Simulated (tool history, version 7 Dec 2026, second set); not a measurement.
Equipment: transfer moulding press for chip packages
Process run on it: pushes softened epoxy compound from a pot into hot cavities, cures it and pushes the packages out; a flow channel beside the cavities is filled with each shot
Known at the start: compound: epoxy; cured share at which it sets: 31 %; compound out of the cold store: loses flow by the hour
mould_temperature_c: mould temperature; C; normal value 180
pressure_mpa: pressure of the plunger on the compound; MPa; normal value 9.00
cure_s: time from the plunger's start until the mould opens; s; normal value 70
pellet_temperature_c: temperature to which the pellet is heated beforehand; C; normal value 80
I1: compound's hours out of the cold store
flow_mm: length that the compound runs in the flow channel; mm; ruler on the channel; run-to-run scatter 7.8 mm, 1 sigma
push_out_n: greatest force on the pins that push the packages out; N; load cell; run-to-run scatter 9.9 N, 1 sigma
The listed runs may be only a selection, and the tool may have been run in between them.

Run 1, day 0.000: usual settings; I1 26.5. Result: flow_mm 863 mm, push_out_n 438 N.
Run 2, day 0.383: usual settings but pressure_mpa 7.03 MPa; I1 17.3. Result: flow_mm 807 mm, push_out_n 436 N.
Run 3, day 0.692: usual settings but pressure_mpa 7.03 MPa; I1 37.0. Result: flow_mm 720 mm, push_out_n 451 N.
Run 4, day 0.967: usual settings but pressure_mpa 7.03 MPa, cure_s 110 s; I1 26.9. Result: flow_mm 764 mm, push_out_n 322 N.
Run 5, day 1.208: usual settings; I1 37.5. Result: flow_mm 805 mm, push_out_n 429 N.
Run 6, day 1.446: usual settings; I1 43.2. Result: flow_mm 794 mm, push_out_n 440 N.
Run 7, day 1.817: usual settings but pressure_mpa 9.66 MPa; I1 18.0. Result: flow_mm 946 mm, push_out_n 461 N.
Run 8, day 2.117: usual settings but pressure_mpa 9.66 MPa, cure_s 51 s; I1 45.3. Result: flow_mm 801 mm, push_out_n 1011 N.
Run 9, day 2.467: usual settings but pressure_mpa 9.66 MPa, cure_s 51 s; I1 38.5. Result: flow_mm 829 mm, push_out_n 997 N.
Run 10, day 2.854: usual settings; I1 13.3. Result: flow_mm 920 mm, push_out_n 460 N.
Run 11, day 3.179: usual settings but pressure_mpa 6.86 MPa; I1 34.1. Result: flow_mm 719 mm, push_out_n 431 N.
Run 12, day 3.379: usual settings but pressure_mpa 6.86 MPa; I1 10.4. Result: flow_mm 826 mm, push_out_n 461 N.
Run 13, day 3.596: usual settings but pressure_mpa 6.86 MPa; I1 15.5. Result: flow_mm 796 mm, push_out_n 473 N.
Run 14, day 3.917: usual settings but pressure_mpa 6.86 MPa; I1 11.1. Result: flow_mm 831 mm, push_out_n 471 N.
Run 15, day 4.375: usual settings but cure_s 56 s; I1 18.0. Result: flow_mm 914 mm, push_out_n 853 N.
Run 16, day 4.717: usual settings but cure_s 56 s; I1 45.1. Result: flow_mm 771 mm, push_out_n 768 N.
Run 17, day 5.138: usual settings but mould_temperature_c 175 C, cure_s 67 s; I1 14.5. Result: flow_mm 942 mm, push_out_n 727 N.
Run 18, day 5.442: usual settings but pressure_mpa 9.59 MPa, cure_s 104 s; I1 34.1. Result: flow_mm 855 mm, push_out_n 307 N.
Run 19, day 5.650: usual settings but pressure_mpa 9.59 MPa, cure_s 104 s; I1 42.9. Result: flow_mm 808 mm, push_out_n 313 N.
Run 20, day 6.108: usual settings but pressure_mpa 9.59 MPa, cure_s 104 s; I1 26.1. Result: flow_mm 892 mm, push_out_n 313 N.
Run 21, day 6.362: usual settings but pressure_mpa 9.59 MPa, cure_s 104 s; I1 44.8. Result: flow_mm 803 mm, push_out_n 316 N.
Run 22, day 6.704: usual settings but mould_temperature_c 178 C, pressure_mpa 10.38 MPa, cure_s 90 s, pellet_temperature_c 74 C; I1 23.7. Result: flow_mm 955 mm, push_out_n 338 N.
Run 23, day 7.075: usual settings but mould_temperature_c 182 C, pressure_mpa 7.10 MPa, pellet_temperature_c 90 C; I1 23.2. Result: flow_mm 776 mm, push_out_n 386 N.
Run 24, day 7.338: usual settings but mould_temperature_c 182 C, pressure_mpa 7.10 MPa, pellet_temperature_c 90 C; I1 22.7. Result: flow_mm 784 mm, push_out_n 392 N.
Run 25, day 7.542: usual settings but mould_temperature_c 182 C, pressure_mpa 7.10 MPa, cure_s 58 s, pellet_temperature_c 83 C; I1 18.8. Result: flow_mm 802 mm, push_out_n 686 N.
Run 26, day 7.783: usual settings but mould_temperature_c 173 C, pressure_mpa 7.07 MPa, cure_s 96 s; I1 16.9. Result: flow_mm 823 mm, push_out_n 369 N.
Run 27, day 8.117: usual settings but mould_temperature_c 178 C, pressure_mpa 7.07 MPa, cure_s 53 s, pellet_temperature_c 87 C; I1 30.8. Result: flow_mm 753 mm, push_out_n 999 N.
Run 28, day 8.338: usual settings but mould_temperature_c 178 C, pressure_mpa 7.62 MPa, cure_s 104 s, pellet_temperature_c 87 C; I1 13.7. Result: flow_mm 873 mm, push_out_n 315 N.
Run 29, day 8.662: usual settings but mould_temperature_c 178 C, pressure_mpa 7.62 MPa, cure_s 104 s, pellet_temperature_c 87 C; I1 14.6. Result: flow_mm 861 mm, push_out_n 326 N.
Run 30, day 9.021: usual settings but mould_temperature_c 178 C, pressure_mpa 7.62 MPa, cure_s 59 s, pellet_temperature_c 86 C; I1 47.0. Result: flow_mm 708 mm, push_out_n 731 N.

The log once held 3 entries between its listed runs, left out of this copy. Where does each go, and what is different about the tool's unlogged condition between the listed run before it and the listed run after it?
Between runs 9 and 10: cavities cleaned with cleaning compound and waxed (day 2.592)
  grip of the stained cavities, % over clean ones': 0.8 -> 0.1
Between runs 15 and 16: plunger's sealing rings changed (day 4.517)
  pressure that reaches the compound, % of what is set: 99.7 -> 99.99; grip of the stained cavities, % over clean ones': 0.5 -> 0.6
Between runs 21 and 22: cavities cleaned with cleaning compound and waxed (day 6.688)
  pressure that reaches the compound, % of what is set: 99.97 -> 99.96; grip of the stained cavities, % over clean ones': 0.8 -> 0
